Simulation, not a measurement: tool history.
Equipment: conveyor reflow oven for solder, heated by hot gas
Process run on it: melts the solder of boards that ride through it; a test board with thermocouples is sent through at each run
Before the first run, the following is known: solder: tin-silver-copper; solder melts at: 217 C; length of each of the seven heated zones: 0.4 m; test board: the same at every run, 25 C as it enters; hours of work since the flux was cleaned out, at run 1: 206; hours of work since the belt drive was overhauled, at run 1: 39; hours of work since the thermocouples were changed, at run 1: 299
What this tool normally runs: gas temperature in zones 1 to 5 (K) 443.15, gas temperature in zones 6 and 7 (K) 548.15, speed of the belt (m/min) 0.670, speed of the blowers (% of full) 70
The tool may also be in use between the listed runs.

run   hour  gas temperature in zones 1 to 5 (K)  gas temperature in zones 6 and 7 (K)  speed of the belt (m/min)  speed of the blowers (% of full)  hours of work since the flux was cleaned out  hours of work since the belt drive was overhauled  hours of work since the thermocouples were changed  highest temperature of the board (K)  time above the solder's melting point (s)
  1    0.0                               443.15                                548.15                      0.670                                70                                           206                                                 39                                                 299                                531.75                                       56.2
  2   13.4                               443.15                                548.15                      0.670                                70                                           214                                                 47                                                 307                                532.05                                       57.3
  3   28.0                               443.15                                548.15                      0.670                                70                                           222                                                 55                                                 315                                532.45                                       57.0
  4   39.8                               454.15                                548.15                      0.670                                70                                           229                                                 62                                                 322                                534.05                                       60.8
  5   51.3                               454.15                                548.15                      0.624                                70                                           236                                                 69                                                 328                                535.25                                       66.7
  6   61.0                               446.15                                548.15                      0.670                                70                                           241                                                 74                                                 334                                533.15                                       57.9
      89.7  -- flux residue cleaned out of gas plates and filters
  7   89.7                               446.15                                548.15                      0.670                                70                                             0                                                 88                                                 348                                534.75                                       59.3
  8  108.9                               446.15                                548.15                      0.670                                70                                            11                                                 99                                                 359                                534.55                                       58.7
  9  124.0                               446.15                                548.15                      0.670                                70                                            20                                                107                                                 367                                535.05                                       59.3
 10  145.3                               443.15                                542.15                      0.670                                70                                            32                                                120                                                 379                                529.05                                       54.8
 11  166.6                               443.15                                542.15                      0.670                                70                                            44                                                132                                                 391                                528.65                                       54.4
 12  179.0                               443.15                                542.15                      0.670                                70                                            51                                                139                                                 399                                528.45                                       54.8
 13  203.2                               443.15                                542.15                      0.670                                70                                            65                                                153                                                 412                                527.95                                       55.0
 14  215.8                               443.15                                542.15                      0.670                                70                                            72                                                160                                                 420                                528.35                                       55.3
 15  238.1                               443.15                                548.15                      0.627                                70                                            85                                                173                                                 432                                535.85                                       63.6
 16  251.4                               443.15                                554.15                      0.670                                70                                            92                                                180                                                 440                                539.35                                       60.4
 17  261.8                               443.15                                554.15                      0.670                                70                                            98                                                186                                                 446                                538.95                                       60.2

What will run 18 give?
 18  284.9                               443.15                                554.15                      0.670                                70                                           112                                                199                                                 459                                     ?                                          ?

Run 18 measured highest temperature of the board (K) 539.55, time above the solder's melting point (s) 60.3.
With the hidden condition absent and the run-to-run variation left alone, this run would have shown highest temperature of the board (K) 539.25, time above the solder's melting point (s) 60.0.
